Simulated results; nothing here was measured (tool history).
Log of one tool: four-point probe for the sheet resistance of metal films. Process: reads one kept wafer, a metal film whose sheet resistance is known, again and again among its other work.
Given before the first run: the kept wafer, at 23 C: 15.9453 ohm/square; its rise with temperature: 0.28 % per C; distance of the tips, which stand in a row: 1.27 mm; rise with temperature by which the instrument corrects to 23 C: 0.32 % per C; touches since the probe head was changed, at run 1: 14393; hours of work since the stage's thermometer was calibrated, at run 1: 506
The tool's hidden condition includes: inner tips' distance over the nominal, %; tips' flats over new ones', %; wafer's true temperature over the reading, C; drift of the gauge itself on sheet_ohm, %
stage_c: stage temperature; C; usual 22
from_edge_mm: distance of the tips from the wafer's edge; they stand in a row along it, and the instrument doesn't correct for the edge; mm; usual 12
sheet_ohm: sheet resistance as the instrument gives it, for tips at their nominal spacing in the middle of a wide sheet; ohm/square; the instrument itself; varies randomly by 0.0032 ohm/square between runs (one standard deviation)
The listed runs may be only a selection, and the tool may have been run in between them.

| run | hour | stage_c | from_edge_mm | touches since the probe head was changed | hours of work since the stage's thermometer was calibrated | sheet_ohm |
|---|---|---|---|---|---|---|
| 1 | 0 | 22 | 12 | 14393 | 506 | 15.996482 |
| 2 | 10.9 | 21 | 12 | 14714 | 512 | 16.00609 |
| 3 | 24.1 | 18 | 12 | 15100 | 518 | 16.022698 |
| 4 | 34.1 | 30 | 12 | 15392 | 523 | 15.954756 |
| 5 | 47.1 | 30 | 12 | 15773 | 530 | 15.953047 |
| 6 | 60.7 | 30 | 12 | 16173 | 536 | 15.951974 |
| 7 | 75.4 | 30 | 12 | 16605 | 544 | 15.957298 |
| 8 | 83.1 | 30 | 12 | 16828 | 547 | 15.950062 |
| 9 | 95.7 | 30 | 12 | 17198 | 554 | 15.958381 |
| 10 | 106.8 | 30 | 12 | 17524 | 559 | 15.960733 |
| 11 | 114.1 | 30 | 31 | 17739 | 563 | 15.869213 |
| 12 | 127.1 | 18 | 12 | 18119 | 569 | 16.02444 |
| 13 | 136.6 | 18 | 12 | 18398 | 574 | 16.023155 |
| 14 | 150.9 | 22 | 12 | 18818 | 581 | 16.005373 |
| 15 | 162.7 | 34 | 12 | 19163 | 587 | 15.935656 |
| 16 | 173.7 | 22 | 33 | 19485 | 593 | 15.920874 |
| 17 | 180 | 22 | 33 | 19670 | 596 | 15.915562 |
| 18 | 190.7 | 22 | 12 | 19985 | 601 | 16.002485 |
| 19 | 205.1 | 22 | 12 | 20406 | 608 | 16.001825 |
| 20 | 218.4 | 19 | 4 | 20795 | 615 | 16.735094 |
| 21 | 228.3 | 23 | 9 | 21088 | 620 | 16.072319 |
| 22 | 238.3 | 23 | 9 | 21379 | 625 | 16.073564 |
| 23 | 250.6 | 23 | 9 | 21741 | 631 | 16.070638 |
| 24 | 259 | 23 | 5 | 21986 | 635 | 16.429712 |
| 25 | 267.5 | 23 | 5 | 22234 | 639 | 16.433923 |
| 26 | 278.1 | 27 | 52 | 22548 | 645 | 15.887359 |
| 27 | 285.8 | 27 | 52 | 22771 | 648 | 15.890758 |
| 28 | 295.5 | 25 | 13 | 23057 | 653 | 15.97453 |
| 29 | 310.1 | 25 | 13 | 23486 | 661 | 15.977719 |
| 30 | 321.9 | 27 | 8 | 23830 | 666 | 16.091738 |
| 31 | 333.8 | 22 | 26 | 24178 | 672 | 15.929061 |
| 32 | 347.5 | 30 | 12 | 24580 | 679 | 15.959191 |
| 33 | 354.2 | 20 | 11 | 24777 | 683 | 16.031972 |
| 34 | 368.3 | 22 | 9 | 25192 | 690 | 16.080174 |
| 35 | 380.1 | 27 | 5 | 25536 | 695 | 16.418905 |
| 36 | 386.4 | 30 | 12 | 25721 | 699 | 15.957688 |

4 options for the next run, each taken on its own from the tool as it stands now. Forecast them:
| A | 399 | 32 | 73 | 26093 | 705 | ? |
| B | 399 | 32 | 12 | 26093 | 705 | ? |
| C | 399 | 28 | 11 | 26093 | 705 | ? |
| D | 399 | 35 | 6 | 26093 | 705 | ? |

| run | sheet_ohm |
|---|---|
| A | 15.864084 |
| B | 15.950357 |
| C | 15.988477 |
| D | 16.216168 |
Stripped of hidden state, with their random variation kept, the same runs would have yielded:
| run | sheet_ohm |
|---|---|
| A | 15.904831 |
| B | 15.991309 |
| C | 16.029594 |
| D | 16.257702 |
